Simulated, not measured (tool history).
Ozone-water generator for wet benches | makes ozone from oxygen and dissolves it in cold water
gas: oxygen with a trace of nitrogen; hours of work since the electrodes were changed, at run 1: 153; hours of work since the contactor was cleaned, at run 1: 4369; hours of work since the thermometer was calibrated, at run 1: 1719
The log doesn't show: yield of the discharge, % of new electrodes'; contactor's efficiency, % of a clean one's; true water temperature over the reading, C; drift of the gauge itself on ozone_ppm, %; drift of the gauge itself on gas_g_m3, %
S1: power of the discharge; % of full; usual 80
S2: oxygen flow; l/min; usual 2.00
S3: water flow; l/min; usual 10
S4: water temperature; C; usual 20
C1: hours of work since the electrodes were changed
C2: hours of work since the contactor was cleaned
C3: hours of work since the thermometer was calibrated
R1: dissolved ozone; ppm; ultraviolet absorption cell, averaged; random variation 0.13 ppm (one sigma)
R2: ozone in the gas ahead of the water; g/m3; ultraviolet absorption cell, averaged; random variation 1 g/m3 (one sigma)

run   hour  S1    S2  S3  S4    C1    C2    C3    R1     R2
  1    0.0  80  2.00  10  20   153  4369  1719  12.6  175.3
  2   41.5  80  2.00  10  24   193  4409  1759  11.8  174.8
  3   83.7  80  2.00  10  24   234  4449  1800  11.8  176.5
  4  114.8  98  2.00  10  20   264  4479  1830  13.9  198.1
  5  156.3  80  2.00  10  20   304  4519  1870  12.2  173.0
  6  181.5  80  2.00  10  20   328  4544  1894  12.4  175.6
  7  218.6  80  2.00  10  20   364  4580  1930  12.4  173.9
  8  252.0  80  2.00  10  20   396  4612  1962  12.5  175.8
  9  276.5  80  1.56  10  20   419  4635  1985  11.8  194.2
 10  308.7  80  2.00  10  20   450  4666  2017  12.3  175.8
 11  346.7  80  2.00  10  20   487  4703  2053  12.4  173.8
 12  368.2  80  2.00  10  20   508  4724  2074  12.3  173.9
 13  397.2  80  2.00  10  15   536  4752  2102  13.0  173.2
 14  423.9  80  2.00  10  15   561  4777  2128  12.9  173.6
 15  448.3  80  2.00  10  20   585  4801  2151  11.9  173.6
 16  467.3  80  2.00  10  20   603  4819  2169  12.2  173.3
     474.5  -- contactor cleaned
 17  492.2  81  3.57  10  20   623    17  2190  12.8  135.5
 18  522.6  59  2.32  10  20   653    46  2219  10.2  135.5
 19  540.2  59  1.68  10  20   670    63  2236   9.6  155.5
 20  583.3  80  2.18  10  18   711   105  2277  12.5  166.8
 21  607.9  80  2.18  10  18   735   128  2301  12.5  165.6
 22  627.7  80  2.18  10  18   754   148  2320  12.6  167.5
     647.2  -- contactor cleaned, once more
 23  669.8  87  2.00  10  24   791    22  2357  12.7  183.0
 24  699.1  80  2.10  10  14   819    50  2385  13.6  170.5
 25  728.8  80  2.00   8  20   848    79  2414  15.1  171.3
 26  750.3  80  2.00   8  20   868    99  2434  15.2  171.1
 27  777.1  88  2.81   8  16   894   125  2460  17.7  159.1
 28  815.4  49  2.00  10  16   931   162  2497   9.9  127.3
 29  839.4  49  2.00  10  16   954   185  2520   9.6  127.5
 30  868.7  55  1.19  13  24   982   213  2548   6.5  172.1
 31  897.8  63  1.07  10  14  1010   242  2577   9.5  197.1
 32  918.6  63  1.07  10  14  1030   262  2597   9.7  195.0

4 ways to go on from here, each from the tool as it stands after run 32. What would each give?
  A  947.1  63  3.14  12  14  1058  289  2624   ?   ?
  B  947.1  70  2.00   6  20  1058  289  2624   ?   ?
  C  947.1  79  1.33  10  13  1058  289  2624   ?   ?
  D  947.1  79  1.07  10  25  1058  289  2624   ?   ?

run    R1     R2
  A  10.7  122.1
  B  17.7  156.7
  C  12.0  205.2
  D  10.1  223.6
Without the tool's hidden state the same runs would have given:
run    R1     R2
  A  11.0  125.3
  B  18.3  161.1
  C  12.5  211.3
  D  10.5  230.3
